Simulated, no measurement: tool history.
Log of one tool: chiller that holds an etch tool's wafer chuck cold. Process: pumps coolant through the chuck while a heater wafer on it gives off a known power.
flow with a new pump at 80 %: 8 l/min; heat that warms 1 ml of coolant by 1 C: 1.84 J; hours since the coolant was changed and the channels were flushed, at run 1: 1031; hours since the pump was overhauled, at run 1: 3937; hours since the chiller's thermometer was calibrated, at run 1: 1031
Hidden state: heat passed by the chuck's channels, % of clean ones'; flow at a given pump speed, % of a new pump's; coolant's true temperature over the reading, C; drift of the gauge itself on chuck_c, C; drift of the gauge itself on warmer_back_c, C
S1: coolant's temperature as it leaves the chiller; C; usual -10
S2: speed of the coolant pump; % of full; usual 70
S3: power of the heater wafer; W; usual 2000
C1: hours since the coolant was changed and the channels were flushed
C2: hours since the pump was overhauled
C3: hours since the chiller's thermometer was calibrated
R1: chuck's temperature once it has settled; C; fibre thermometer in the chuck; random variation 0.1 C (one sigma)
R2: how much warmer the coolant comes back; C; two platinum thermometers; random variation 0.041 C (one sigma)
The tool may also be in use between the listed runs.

run    hour   S1   S2    S3    C1    C2    C3    R1     R2
  1       0  -10   70  2000  1031  3937  1031  11.4   9.42
  2    56.2  -10   77  2000  1087  3993  1087   9.8   8.54
  3   115.5  -10   67  2000  1147  4052  1147  12.3   9.73
  4     212  -10   70  2000  1243  4149  1243  11.4   9.32
  5   285.4  -10   70  2000  1317  4222  1317  11.3   9.34
  6   393.4  -10   70  2000  1425  4330  1425  11.5   9.32
  7   465.7  -10   70  2000  1497  4402  1497  11.2    9.3
  8   518.8  -10   85  2000  1550  4456  1550   8.3   7.57
  9   576.5  -10   85  2000  1608  4513  1608   8.1   7.57
 10   661.1  -10   85  2000  1692  4598  1692   8.2   7.55
 11   710.7  -10   85  2000  1742  4647  1742   8.2   7.56
 12   784.4  -10   70  2000  1816  4721  1816  11.5   9.28
 13   883.8  -10   70  2000  1915  4821  1915  11.6   9.24
 14   979.4  -10   70  2000  2011  4916  2011  11.5   9.26
      991.7  -- coolant pump overhauled
 15  1066.2  -10   70  2000  2092    75  2092  11.5   9.24
 16  1162.7  -10   70  2000  2189   171  2189  11.3   9.19
 17  1212.1  -10   70  2000  2238   220  2238  11.4   9.18
 18  1268.3  -10   70  2000  2294   277  2294  11.5   9.15
 19  1358.6  -10   70  2000  2385   367  2385  11.3   9.16
 20  1427.3  -10  100  2000  2453   436  2453   5.8   6.21
     1501.6  -- chiller's thermometer calibrated
 21  1518.6   -2  100  1397  2544   526    17     9    4.3
 22  1599.2   -2   62  1397  2624   606    98  14.5   7.18
 23  1656.7   -9   87  1696  2682   664   155   6.1   5.98
 24  1729.4   -8   68  2453  2754   737   228  18.7  11.58
 25  1834.6   -8   68  2453  2860   842   333  19.1   11.6
 26  1918.9   -8   68  2453  2944   926   417    19   11.6
 27  1998.1  -13   68  2428  3023  1005   497  13.7  11.45
 28  2054.1   -8   69  1586  3079  1061   553   9.2   7.19
 29  2104.6  -10   85  1317  3130  1112   603   2.1   4.66
 30  2171.2  -10   85  1317  3196  1178   670   2.1   4.68
 31  2253.2   -4   70  1192  3278  1260   752   8.8   5.28
 32  2305.8   -4   70  1192  3331  1313   804   8.7   5.19

Hidden state at the last listed run before each entry between runs and at the first one after, where it differs:
Between runs 14 and 15: coolant pump overhauled (hour 991.7)
  flow at a given pump speed, % of a new pump's: 99.9 -> 100; drift of the gauge itself on warmer_back_c, C: -0.17 -> -0.18
  measured less the result without the state, R2: -0.16 -> -0.18 C
Between runs 20 and 21: chiller's thermometer calibrated (hour 1501.6)
  drift of the gauge itself on warmer_back_c, C: -0.24 -> -0.26
  measured less the result without the state, R2: -0.24 -> -0.26 C
